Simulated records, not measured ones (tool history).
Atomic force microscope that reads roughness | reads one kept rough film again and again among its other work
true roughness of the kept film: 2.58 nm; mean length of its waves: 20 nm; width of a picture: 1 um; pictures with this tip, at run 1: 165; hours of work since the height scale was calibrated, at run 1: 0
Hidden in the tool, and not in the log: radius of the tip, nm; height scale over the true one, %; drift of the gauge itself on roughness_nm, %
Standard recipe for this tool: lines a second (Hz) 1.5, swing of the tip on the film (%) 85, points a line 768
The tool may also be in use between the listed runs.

run,day,lines a second (Hz),swing of the tip on the film (%),points a line,pictures with this tip,hours of work since the height scale was calibrated,roughness of the kept film (nm (root mean square))
1,0,1.5,85,768,165,0,1.768
2,0.242,1.5,85,768,172,3,1.784
3,0.588,1.5,85,768,182,7,1.775
# day 0.733: new tip fitted
4,1.008,1.5,85,768,8,11,1.77
5,1.375,1.5,85,372,18,16,1.74
6,1.721,1.5,85,768,28,19,1.775
7,2.15,1.5,85,768,40,24,1.771
8,2.471,1.5,85,768,50,28,1.768
9,2.938,1.5,85,768,63,33,1.763
10,3.138,1.5,85,768,69,35,1.772
11,3.55,1.5,85,768,81,40,1.777
12,3.8,1.02,85,768,88,43,1.842
13,4.175,1.5,57,768,98,47,1.98
14,4.425,1.5,57,768,106,50,1.968
15,4.829,1.5,85,768,117,54,1.771
16,5.088,1.5,85,768,125,57,1.772
17,5.308,1.5,85,768,131,59,1.758
18,5.546,1.5,85,768,138,62,1.749
19,5.829,1.5,85,768,146,65,1.768
20,6.15,1.5,85,768,155,69,1.768
21,6.462,1.5,85,353,164,72,1.745
22,6.838,1.5,85,768,175,77,1.775
# day 7.254: new tip fitted
23,7.3,2.88,56,469,2,81,1.929
24,7.638,2.88,56,469,11,85,1.916
25,8.054,2.88,56,581,23,90,1.94
26,8.4,0.95,83,292,33,94,1.838
27,8.738,0.95,83,292,43,97,1.823
28,9.154,1.5,78,597,55,102,1.852
29,9.354,1.13,73,629,60,104,1.921
30,9.725,0.66,62,398,71,108,1.965
31,10.1,0.66,62,398,82,113,1.98
32,10.292,1.5,75,282,87,115,1.81
33,10.633,1.38,85,932,97,119,1.793
34,11.029,1.5,85,723,109,123,1.778
35,11.342,1.5,85,723,117,127,1.767
36,11.808,2.65,85,504,131,132,1.597
37,12.079,0.59,70,993,139,135,1.979
38,12.554,1.91,57,811,152,140,1.969
39,12.871,1.2,56,442,161,144,1.979
40,13.104,0.58,58,458,168,146,2.01
41,13.329,0.58,58,458,175,149,1.983
42,13.567,0.58,76,294,181,151,1.922
# day 13.738: new tip fitted
43,13.775,0.58,76,294,1,153,1.919

What differs in the tool's unlogged condition from the final listed run ahead of each entry between runs to the first listed run following it?
Run 3 -> run 4: new tip fitted (day 0.733)
  radius of the tip, nm: 10.2 -> 10
  measured minus no-state result, roughness of the kept film (nm (root mean square)): -0.008 -> -0.001
Run 22 -> run 23: new tip fitted (day 7.254)
  radius of the tip, nm: 10.2 -> 10
  measured minus no-state result, roughness of the kept film (nm (root mean square)): -0.008 -> +0
Run 42 -> run 43: new tip fitted (day 13.738)
  radius of the tip, nm: 10.2 -> 10
  measured minus no-state result, roughness of the kept film (nm (root mean square)): -0.008 -> +0
